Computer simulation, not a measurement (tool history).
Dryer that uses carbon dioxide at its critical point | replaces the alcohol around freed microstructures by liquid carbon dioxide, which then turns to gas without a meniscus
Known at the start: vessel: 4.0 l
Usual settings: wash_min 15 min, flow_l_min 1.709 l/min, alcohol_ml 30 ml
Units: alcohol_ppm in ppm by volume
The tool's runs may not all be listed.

Run 1, day 0.000: usual settings. Result: alcohol_ppm 75 ppm by volume.
Run 2, day 0.750: usual settings. Result: alcohol_ppm 79 ppm by volume.
Run 3, day 1.467: usual settings but flow_l_min 2.300 l/min. Result: alcohol_ppm 34 ppm by volume.
Run 4, day 1.888: usual settings but flow_l_min 2.300 l/min. Result: alcohol_ppm 33 ppm by volume.
Run 5, day 2.283: usual settings but flow_l_min 2.300 l/min. Result: alcohol_ppm 27 ppm by volume.
Run 6, day 2.775: usual settings but flow_l_min 2.300 l/min. Result: alcohol_ppm 33 ppm by volume.
Run 7, day 3.188: usual settings but flow_l_min 2.300 l/min. Result: alcohol_ppm 42 ppm by volume.
At day 3.692: inlet filter changed.
Run 8, day 4.038: usual settings but alcohol_ml 55 ml. Result: alcohol_ppm 91 ppm by volume.
Run 9, day 4.642: usual settings. Result: alcohol_ppm 59 ppm by volume.
Run 10, day 5.533: usual settings. Result: alcohol_ppm 63 ppm by volume.
Run 11, day 6.196: usual settings. Result: alcohol_ppm 78 ppm by volume.
Run 12, day 6.658: usual settings but alcohol_ml 100 ml. Result: alcohol_ppm 177 ppm by volume.
Run 13, day 7.421: usual settings but flow_l_min 2.370 l/min, alcohol_ml 100 ml. Result: alcohol_ppm 49 ppm by volume.
Run 14, day 7.988: usual settings but alcohol_ml 24 ml. Result: alcohol_ppm 76 ppm by volume.
Run 15, day 8.396: usual settings but alcohol_ml 24 ml. Result: alcohol_ppm 80 ppm by volume.
Run 16, day 8.988: usual settings but alcohol_ml 24 ml. Result: alcohol_ppm 81 ppm by volume.
Run 17, day 9.379: usual settings but flow_l_min 1.280 l/min, alcohol_ml 24 ml. Result: alcohol_ppm 178 ppm by volume.
Run 18, day 10.242: usual settings but flow_l_min 1.280 l/min, alcohol_ml 24 ml. Result: alcohol_ppm 187 ppm by volume.
Run 19, day 10.862: usual settings but flow_l_min 1.280 l/min, alcohol_ml 24 ml. Result: alcohol_ppm 193 ppm by volume.
Run 20, day 11.596: usual settings but alcohol_ml 100 ml. Result: alcohol_ppm 228 ppm by volume.
Run 21, day 12.462: usual settings but alcohol_ml 100 ml. Result: alcohol_ppm 246 ppm by volume.
Run 22, day 13.133: usual settings but alcohol_ml 100 ml. Result: alcohol_ppm 239 ppm by volume.
Run 23, day 13.725: usual settings but alcohol_ml 100 ml. Result: alcohol_ppm 251 ppm by volume.
Run 24, day 14.546: usual settings but alcohol_ml 100 ml. Result: alcohol_ppm 264 ppm by volume.
Run 25, day 15.421: usual settings but wash_min 10 min, flow_l_min 1.640 l/min, alcohol_ml 62 ml. Result: alcohol_ppm 763 ppm by volume.
Run 26, day 16.000: usual settings but wash_min 11 min, flow_l_min 1.030 l/min, alcohol_ml 70 ml. Result: alcohol_ppm 2078 ppm by volume.
Run 27, day 16.621: usual settings but flow_l_min 1.740 l/min, alcohol_ml 48 ml. Result: alcohol_ppm 172 ppm by volume.
Run 28, day 17.067: usual settings but wash_min 17 min, alcohol_ml 60 ml. Result: alcohol_ppm 142 ppm by volume.
Run 29, day 17.696: usual settings but wash_min 17 min, alcohol_ml 60 ml. Result: alcohol_ppm 153 ppm by volume.
At day 18.346: inlet filter changed.
Run 30, day 18.617: usual settings but wash_min 17 min, alcohol_ml 60 ml. Result: alcohol_ppm 116 ppm by volume.
Run 31, day 19.479: usual settings but wash_min 17 min, flow_l_min 1.360 l/min. Result: alcohol_ppm 157 ppm by volume.
Run 32, day 20.117: usual settings but wash_min 16 min, flow_l_min 1.640 l/min, alcohol_ml 46 ml. Result: alcohol_ppm 136 ppm by volume.
Run 33, day 20.975: usual settings but wash_min 16 min, flow_l_min 1.640 l/min, alcohol_ml 46 ml. Result: alcohol_ppm 142 ppm by volume.
Run 34, day 21.675: usual settings but wash_min 10 min, flow_l_min 2.860 l/min. Result: alcohol_ppm 122 ppm by volume.
Run 35, day 22.079: usual settings but flow_l_min 1.580 l/min, alcohol_ml 32 ml. Result: alcohol_ppm 168 ppm by volume.
Run 36, day 22.542: usual settings but flow_l_min 1.580 l/min, alcohol_ml 32 ml. Result: alcohol_ppm 159 ppm by volume.
Run 37, day 23.275: usual settings but wash_min 17 min, flow_l_min 2.520 l/min, alcohol_ml 45 ml. Result: alcohol_ppm 90 ppm by volume.
Run 38, day 23.762: usual settings but wash_min 10 min, flow_l_min 2.690 l/min, alcohol_ml 94 ml. Result: alcohol_ppm 216 ppm by volume.
Run 39, day 24.417: usual settings but wash_min 18 min, flow_l_min 1.930 l/min, alcohol_ml 43 ml. Result: alcohol_ppm 115 ppm by volume.
Run 40, day 25.088: usual settings but wash_min 18 min, flow_l_min 1.930 l/min, alcohol_ml 43 ml. Result: alcohol_ppm 110 ppm by volume.
Run 41, day 25.608: usual settings but wash_min 11 min, flow_l_min 1.800 l/min, alcohol_ml 83 ml. Result: alcohol_ppm 561 ppm by volume.
Run 42, day 26.204: usual settings but wash_min 16 min, flow_l_min 1.280 l/min, alcohol_ml 31 ml. Result: alcohol_ppm 246 ppm by volume.
Run 43, day 26.638: usual settings but wash_min 16 min, flow_l_min 1.280 l/min, alcohol_ml 31 ml. Result: alcohol_ppm 249 ppm by volume.
Run 44, day 27.400: usual settings but wash_min 19 min, flow_l_min 2.500 l/min, alcohol_ml 23 ml. Result: alcohol_ppm 114 ppm by volume.
Run 45, day 28.046: usual settings but wash_min 13 min, alcohol_ml 94 ml. Result: alcohol_ppm 445 ppm by volume.
Run 46, day 28.617: usual settings but wash_min 13 min, alcohol_ml 94 ml. Result: alcohol_ppm 486 ppm by volume.
Run 47, day 29.112: usual settings but wash_min 24 min, alcohol_ml 94 ml. Result: alcohol_ppm 119 ppm by volume.

3 ways to go on from here, each from the tool as it stands after run 47. What would each give?
Run A, day 29.938: usual settings but alcohol_ml 32 ml. Result: alcohol_ppm ?.
Run B, day 29.938: usual settings but alcohol_ml 92 ml. Result: alcohol_ppm ?.
Run C, day 29.938: usual settings but wash_min 19 min, flow_l_min 1.670 l/min, alcohol_ml 74 ml. Result: alcohol_ppm ?.

run  alcohol_ppm
  A          192
  B          307
  C          171
Without the tool's hidden state the same runs would have given:
run  alcohol_ppm
  A           54
  B          120
  C           39

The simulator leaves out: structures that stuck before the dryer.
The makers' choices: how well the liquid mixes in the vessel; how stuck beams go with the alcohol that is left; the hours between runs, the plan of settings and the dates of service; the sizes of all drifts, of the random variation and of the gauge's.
